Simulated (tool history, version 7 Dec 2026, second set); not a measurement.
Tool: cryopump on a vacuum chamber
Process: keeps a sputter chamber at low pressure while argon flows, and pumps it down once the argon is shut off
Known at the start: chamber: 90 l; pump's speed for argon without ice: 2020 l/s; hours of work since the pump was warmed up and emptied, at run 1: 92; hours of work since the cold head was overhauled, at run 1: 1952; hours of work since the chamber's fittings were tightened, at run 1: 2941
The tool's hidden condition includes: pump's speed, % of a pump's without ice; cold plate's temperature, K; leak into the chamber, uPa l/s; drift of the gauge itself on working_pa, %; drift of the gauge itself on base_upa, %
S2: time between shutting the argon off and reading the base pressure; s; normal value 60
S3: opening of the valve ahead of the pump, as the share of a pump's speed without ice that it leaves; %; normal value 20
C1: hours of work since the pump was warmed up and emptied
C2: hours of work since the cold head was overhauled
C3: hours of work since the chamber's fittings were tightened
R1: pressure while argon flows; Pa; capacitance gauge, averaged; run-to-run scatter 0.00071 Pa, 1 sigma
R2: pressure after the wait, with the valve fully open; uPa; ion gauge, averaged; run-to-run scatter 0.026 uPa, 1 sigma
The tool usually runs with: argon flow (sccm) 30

{"run": 1, "day": 0.0, "argon flow (sccm)": 30, "S2": 60, "S3": 20, "C1": 92, "C2": 1952, "C3": 2941, "R1": 0.1272, "R2": 1.55}
{"run": 2, "day": 1.146, "argon flow (sccm)": 30, "S2": 60, "S3": 20, "C1": 114, "C2": 1974, "C3": 2963, "R1": 0.126, "R2": 1.59}
{"run": 3, "day": 2.662, "argon flow (sccm)": 30, "S2": 60, "S3": 20, "C1": 143, "C2": 2003, "C3": 2992, "R1": 0.1281, "R2": 1.59}
{"run": 4, "day": 5.146, "argon flow (sccm)": 30, "S2": 60, "S3": 20, "C1": 191, "C2": 2051, "C3": 3040, "R1": 0.1268, "R2": 1.68}
{"day": 6.083, "done": "leaking fittings of the chamber tightened, without venting"}
{"run": 5, "day": 6.679, "argon flow (sccm)": 30, "S2": 60, "S3": 20, "C1": 219, "C2": 2079, "C3": 11, "R1": 0.1277, "R2": 1.08}
{"run": 6, "day": 7.808, "argon flow (sccm)": 30, "S2": 157, "S3": 20, "C1": 240, "C2": 2100, "C3": 33, "R1": 0.1285, "R2": 0.52}
{"run": 7, "day": 9.517, "argon flow (sccm)": 30, "S2": 157, "S3": 30, "C1": 273, "C2": 2133, "C3": 66, "R1": 0.0865, "R2": 0.54}
{"run": 8, "day": 11.121, "argon flow (sccm)": 30, "S2": 157, "S3": 30, "C1": 304, "C2": 2164, "C3": 96, "R1": 0.0858, "R2": 0.54}
{"run": 9, "day": 13.246, "argon flow (sccm)": 30, "S2": 157, "S3": 30, "C1": 344, "C2": 2204, "C3": 137, "R1": 0.087, "R2": 0.55}
{"run": 10, "day": 15.217, "argon flow (sccm)": 30, "S2": 157, "S3": 30, "C1": 382, "C2": 2242, "C3": 175, "R1": 0.0874, "R2": 0.52}
{"run": 11, "day": 16.342, "argon flow (sccm)": 30, "S2": 34, "S3": 20, "C1": 404, "C2": 2263, "C3": 196, "R1": 0.129, "R2": 1.84}
{"run": 12, "day": 17.921, "argon flow (sccm)": 30, "S2": 60, "S3": 60, "C1": 434, "C2": 2294, "C3": 227, "R1": 0.0458, "R2": 1.14}
{"run": 13, "day": 20.246, "argon flow (sccm)": 30, "S2": 60, "S3": 60, "C1": 478, "C2": 2338, "C3": 271, "R1": 0.045, "R2": 1.15}
{"run": 14, "day": 21.812, "argon flow (sccm)": 30, "S2": 60, "S3": 38, "C1": 508, "C2": 2368, "C3": 301, "R1": 0.0709, "R2": 1.15}
{"run": 15, "day": 23.242, "argon flow (sccm)": 30, "S2": 60, "S3": 38, "C1": 536, "C2": 2396, "C3": 328, "R1": 0.0708, "R2": 1.17}
{"run": 16, "day": 25.442, "argon flow (sccm)": 30, "S2": 60, "S3": 38, "C1": 578, "C2": 2438, "C3": 370, "R1": 0.0719, "R2": 1.15}
{"run": 17, "day": 27.625, "argon flow (sccm)": 15, "S2": 60, "S3": 30, "C1": 619, "C2": 2479, "C3": 412, "R1": 0.0454, "R2": 1.19}
{"run": 18, "day": 29.125, "argon flow (sccm)": 35, "S2": 107, "S3": 21, "C1": 648, "C2": 2508, "C3": 441, "R1": 0.1474, "R2": 0.79}
{"run": 19, "day": 30.704, "argon flow (sccm)": 30, "S2": 33, "S3": 40, "C1": 678, "C2": 2538, "C3": 471, "R1": 0.0689, "R2": 1.99}
{"run": 20, "day": 32.504, "argon flow (sccm)": 23, "S2": 46, "S3": 35, "C1": 713, "C2": 2573, "C3": 506, "R1": 0.06, "R2": 1.49}
{"run": 21, "day": 33.55, "argon flow (sccm)": 37, "S2": 100, "S3": 48, "C1": 733, "C2": 2593, "C3": 526, "R1": 0.0729, "R2": 0.87}
{"run": 22, "day": 35.05, "argon flow (sccm)": 19, "S2": 100, "S3": 50, "C1": 761, "C2": 2621, "C3": 554, "R1": 0.0357, "R2": 0.92}

For each run, the measured value with the value that run would have given without the tool's hidden condition subtracted. The run-to-run variation is shared by both, the gauge scatter possibly not:
run=1 R1=+0.0012 R2=+0.49
run=2 R1=+0.0014 R2=+0.51
run=3 R1=+0.0016 R2=+0.52
run=4 R1=+0.0019 R2=+0.54
run=5 R1=+0.0022 R2=+0.02
run=6 R1=+0.0024 R2=+0.03
run=7 R1=+0.0026 R2=+0.03
run=8 R1=+0.0029 R2=+0.04
run=9 R1=+0.0033 R2=+0.05
run=10 R1=+0.0036 R2=+0.05
run=11 R1=+0.0037 R2=+0.06
run=12 R1=+0.004 R2=+0.07
run=13 R1=+0.0044 R2=+0.08
run=14 R1=+0.0047 R2=+0.09
run=15 R1=+0.0049 R2=+0.09
run=16 R1=+0.0054 R2=+0.1
run=17 R1=+0.0029 R2=+0.11
run=18 R1=+0.0071 R2=+0.13
run=19 R1=+0.0063 R2=+0.14
run=20 R1=+0.0051 R2=+0.15
run=21 R1=+0.0086 R2=+0.16
run=22 R1=+0.0046 R2=+0.16
